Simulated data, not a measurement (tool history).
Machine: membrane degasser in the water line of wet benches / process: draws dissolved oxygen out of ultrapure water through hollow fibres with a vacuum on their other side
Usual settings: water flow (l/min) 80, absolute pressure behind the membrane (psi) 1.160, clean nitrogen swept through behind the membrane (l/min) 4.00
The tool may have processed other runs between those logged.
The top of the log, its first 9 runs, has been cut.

run	day	water flow (l/min)	absolute pressure behind the membrane (psi)	clean nitrogen swept through behind the membrane (l/min)	hours since the membrane was changed	hours since the vacuum gauge was calibrated	hours since the vacuum lines were made tight	dissolved oxygen in the water behind the degasser (ppb)	pressure that the water loses in the fibres (psi)
10	46.012	80	2.032	4.00	6283	4403	6928	480.8	3.981
11	50.025	80	2.032	4.00	6379	4499	7025	481.3	3.977
12	52.946	80	1.160	4.00	6449	4569	7095	232.7	3.981
13	55.729	72	1.160	4.00	6516	4636	7162	210.1	3.590
14	58.571	80	1.160	4.00	6584	4704	7230	233.1	3.970
15	62.742	80	1.160	6.42	6684	4804	7330	159.5	3.999
16	66.538	80	1.160	6.42	6775	4895	7421	160.0	3.968
17	69.612	96	1.133	6.93	6849	4969	7495	177.7	4.814
18	73.654	68	0.712	5.17	6946	5066	7592	68.2	3.405
19	80.146	68	1.971	8.59	7102	5222	7748	207.5	3.420
20	85.296	72	0.908	4.00	7226	5345	7871	143.0	3.595
21	88.658	72	0.908	4.00	7306	5426	7952	143.4	3.578
22	92.396	80	1.342	2.87	7396	5516	8042	372.6	4.002
23	97.212	77	1.342	4.94	7512	5631	8157	231.0	3.830
24	102.729	77	1.342	4.94	7644	5764	8290	235.1	3.843
# day 107.696: seals of the vacuum lines changed
25	107.712	108	0.901	4.00	7762	5881	0	214.8	5.397
26	111.658	90	0.901	4.37	7856	5976	95	166.5	4.522
27	115.021	80	1.160	4.01	7937	6057	176	233.7	4.031
28	118.642	80	1.160	4.01	8024	6144	263	232.7	3.987
29	125.271	70	1.160	2.66	8183	6303	422	288.9	3.516
30	130.842	72	1.433	8.90	8317	6436	555	145.5	3.598
# day 131.471: vacuum gauge calibrated
31	135.612	48	1.564	5.15	8431	99	670	170.2	2.400

What if the next run were any one of these 5? Each begins from the tool's condition after run 31:
A	140.475	48	1.564	4.16	8547	216	786	?	?
B	140.475	48	2.016	4.12	8547	216	786	?	?
C	140.475	80	1.662	4.00	8547	216	786	?	?
D	140.475	49	2.300	5.65	8547	216	786	?	?
E	140.475	80	0.885	4.00	8547	216	786	?	?

run	dissolved oxygen in the water behind the degasser (ppb)	pressure that the water loses in the fibres (psi)
A	207.9	2.422
B	288.5	2.425
C	372.3	4.013
D	263.2	2.432
E	149.2	4.010
Stripped of hidden state, with their random variation kept, the same runs would have yielded:
run	dissolved oxygen in the water behind the degasser (ppb)	pressure that the water loses in the fibres (psi)
A	205.0	2.348
B	285.4	2.351
C	366.6	3.890
D	260.4	2.357
E	143.3	3.888
